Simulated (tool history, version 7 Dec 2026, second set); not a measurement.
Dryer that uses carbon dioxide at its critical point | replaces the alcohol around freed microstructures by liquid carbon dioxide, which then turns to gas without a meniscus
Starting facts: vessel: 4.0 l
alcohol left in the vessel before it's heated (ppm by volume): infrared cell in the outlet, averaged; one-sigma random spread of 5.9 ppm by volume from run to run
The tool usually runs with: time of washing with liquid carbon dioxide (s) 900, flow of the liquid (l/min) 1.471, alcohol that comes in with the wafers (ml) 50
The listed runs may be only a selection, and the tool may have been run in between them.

run,hour,time of washing with liquid carbon dioxide (s),flow of the liquid (l/min),alcohol that comes in with the wafers (ml),alcohol left in the vessel before it's heated (ppm by volume)
1,0,900,1.471,50,346
2,13.9,900,1.471,50,370
3,22.3,900,2.29,50,135
4,34.1,900,0.93,50,1165
5,48.5,900,0.93,50,1173
6,65.6,900,1.471,50,372
7,80.6,840,2.15,50,172
8,90.2,840,2.15,50,191
9,102.4,1080,1.54,68,257
10,109.8,780,1.54,68,666
11,122.4,600,1.94,67,746
12,129.7,600,1.94,67,769

3 options for the next run, each taken on its own from the tool as it stands now. Forecast them:
A,146.3,600,1,38,?
B,146.3,780,1.32,117,?
C,146.3,600,2.48,79,?

run,alcohol left in the vessel before it's heated (ppm by volume)
A,1852
B,1730
C,433
Take away the tool's hidden state, keep each run's random variation, and the runs would have read:
run,alcohol left in the vessel before it's heated (ppm by volume)
A,1419
B,1139
C,201
